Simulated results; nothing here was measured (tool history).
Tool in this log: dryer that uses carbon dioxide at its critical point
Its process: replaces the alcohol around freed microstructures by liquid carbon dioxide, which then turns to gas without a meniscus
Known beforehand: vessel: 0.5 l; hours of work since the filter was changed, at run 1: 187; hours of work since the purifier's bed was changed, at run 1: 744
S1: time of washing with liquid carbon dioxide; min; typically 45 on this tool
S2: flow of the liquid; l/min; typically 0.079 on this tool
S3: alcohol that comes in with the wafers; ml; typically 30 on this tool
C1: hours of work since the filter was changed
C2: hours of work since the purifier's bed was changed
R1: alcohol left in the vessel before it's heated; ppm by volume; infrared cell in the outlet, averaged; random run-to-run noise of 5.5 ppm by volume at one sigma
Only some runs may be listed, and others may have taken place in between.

Run 1, hour 0: usual settings; C1 187; C2 744. Result: R1 298 ppm by volume.
Run 2, hour 19.2: usual settings; C1 202; C2 759. Result: R1 299 ppm by volume.
Run 3, hour 32.5: usual settings but S3 20 ml; C1 212; C2 769. Result: R1 224 ppm by volume.
Run 4, hour 46.5: usual settings; C1 223; C2 779. Result: R1 308 ppm by volume.
Run 5, hour 65.8: usual settings; C1 237; C2 794. Result: R1 328 ppm by volume.
At hour 83.4: purifier's bed changed.
Run 6, hour 85.8: usual settings; C1 250; C2 2. Result: R1 251 ppm by volume.
Run 7, hour 98: usual settings; C1 259; C2 11. Result: R1 250 ppm by volume.
Run 8, hour 112: usual settings; C1 270; C2 22. Result: R1 267 ppm by volume.
Run 9, hour 128.2: usual settings but S3 58 ml; C1 282; C2 34. Result: R1 530 ppm by volume.
Run 10, hour 153.5: usual settings; C1 301; C2 53. Result: R1 279 ppm by volume.
Run 11, hour 181.6: usual settings but S3 94 ml; C1 323; C2 74. Result: R1 919 ppm by volume.
Run 12, hour 198.4: usual settings but S3 94 ml; C1 335; C2 87. Result: R1 958 ppm by volume.
Run 13, hour 215.8: usual settings but S3 94 ml; C1 349; C2 100. Result: R1 1010 ppm by volume.
Run 14, hour 244.2: usual settings; C1 370; C2 122. Result: R1 340 ppm by volume.
Run 15, hour 262.2: usual settings but S1 46 min; C1 384; C2 135. Result: R1 318 ppm by volume.
Run 16, hour 286: usual settings; C1 402; C2 153. Result: R1 361 ppm by volume.
Run 17, hour 311.3: usual settings; C1 421; C2 172. Result: R1 373 ppm by volume.
Run 18, hour 323.8: usual settings; C1 430; C2 182. Result: R1 384 ppm by volume.
Run 19, hour 345.5: usual settings; C1 447; C2 198. Result: R1 414 ppm by volume.
At hour 354.7: inlet filter changed.
Run 20, hour 367.5: usual settings; C1 10; C2 214. Result: R1 179 ppm by volume.
Run 21, hour 385.8: usual settings; C1 23; C2 228. Result: R1 176 ppm by volume.
Run 22, hour 413.3: usual settings but S2 0.0893 l/min; C1 44; C2 249. Result: R1 103 ppm by volume.
Run 23, hour 434.1: usual settings but S2 0.0893 l/min; C1 60; C2 265. Result: R1 98 ppm by volume.
Run 24, hour 448: usual settings but S1 40 min, S2 0.0876 l/min, S3 70 ml; C1 71; C2 275. Result: R1 464 ppm by volume.
Run 25, hour 468.9: usual settings but S1 40 min, S2 0.0876 l/min, S3 70 ml; C1 86; C2 291. Result: R1 477 ppm by volume.
Run 26, hour 494.4: usual settings but S1 31 min, S2 0.0989 l/min, S3 21 ml; C1 106; C2 310. Result: R1 316 ppm by volume.
Run 27, hour 523.2: usual settings but S2 0.0697 l/min, S3 68 ml; C1 128; C2 332. Result: R1 888 ppm by volume.
Run 28, hour 551.3: usual settings but S2 0.1118 l/min, S3 32 ml; C1 149; C2 353. Result: R1 68 ppm by volume.
Run 29, hour 573.1: usual settings but S1 29 min, S2 0.1118 l/min, S3 62 ml; C1 165; C2 370. Result: R1 728 ppm by volume.
Run 30, hour 586.7: usual settings but S1 41 min, S2 0.1034 l/min, S3 98 ml; C1 176; C2 380. Result: R1 274 ppm by volume.
Run 31, hour 611: usual settings but S1 31 min, S2 0.1034 l/min, S3 112 ml; C1 194; C2 399. Result: R1 1439 ppm by volume.
Run 32, hour 631.8: usual settings but S1 47 min, S2 0.0777 l/min; C1 210; C2 414. Result: R1 246 ppm by volume.
Run 33, hour 657.4: usual settings but S1 63 min, S2 0.0785 l/min, S3 55 ml; C1 229; C2 434. Result: R1 101 ppm by volume.
Run 34, hour 670: usual settings but S1 49 min, S3 25 ml; C1 239; C2 443. Result: R1 176 ppm by volume.
Run 35, hour 699.8: usual settings but S1 49 min, S3 25 ml; C1 261; C2 466. Result: R1 184 ppm by volume.
Run 36, hour 719.5: usual settings but S1 49 min, S2 0.0957 l/min, S3 25 ml; C1 276; C2 481. Result: R1 98 ppm by volume.
Run 37, hour 749.1: usual settings but S1 49 min, S2 0.0957 l/min, S3 25 ml; C1 299; C2 503. Result: R1 97 ppm by volume.
Run 38, hour 774.2: usual settings but S1 40 min, S2 0.0878 l/min, S3 34 ml; C1 318; C2 522. Result: R1 406 ppm by volume.
Run 39, hour 786.8: usual settings but S2 0.1277 l/min, S3 23 ml; C1 327; C2 532. Result: R1 60 ppm by volume.
Run 40, hour 810.9: usual settings but S2 0.1277 l/min, S3 23 ml; C1 345; C2 550. Result: R1 69 ppm by volume.
Run 41, hour 824: usual settings but S1 70 min, S2 0.1277 l/min, S3 62 ml; C1 355; C2 560. Result: R1 57 ppm by volume.
Run 42, hour 848.2: usual settings but S1 31 min, S3 86 ml; C1 374; C2 578. Result: R1 4804 ppm by volume.
Run 43, hour 871.7: usual settings but S1 31 min, S3 86 ml; C1 391; C2 596. Result: R1 4838 ppm by volume.
Run 44, hour 891.1: usual settings but S1 31 min, S3 86 ml; C1 406; C2 611. Result: R1 4941 ppm by volume.
Run 45, hour 903.1: usual settings but S1 31 min, S3 86 ml; C1 415; C2 620. Result: R1 4969 ppm by volume.
Run 46, hour 925.4: usual settings but S2 0.0622 l/min, S3 27 ml; C1 432; C2 637. Result: R1 1061 ppm by volume.

Consider 5 possible next runs. They are alternatives, not a sequence: every one starts from the tool as it was left by run 46. What does each give?
Run A, hour 948.4: usual settings but S1 51 min; C1 450; C2 654. Result: R1 ?.
Run B, hour 948.4: usual settings but S1 70 min, S2 0.128 l/min, S3 28 ml; C1 450; C2 654. Result: R1 ?.
Run C, hour 948.4: usual settings but S1 34 min, S2 0.0622 l/min, S3 27 ml; C1 450; C2 654. Result: R1 ?.
Run D, hour 948.4: usual settings but S3 76 ml; C1 450; C2 654. Result: R1 ?.
Run E, hour 948.4: usual settings but S1 38 min, S2 0.0622 l/min, S3 27 ml; C1 450; C2 654. Result: R1 ?.

run    R1
  A   267
  B    72
  C  2733
  D  1040
  E  1941
Take away the tool's hidden state, keep each run's random variation, and the runs would have read:
run    R1
  A    73
  B     8
  C  1472
  D   359
  E   968
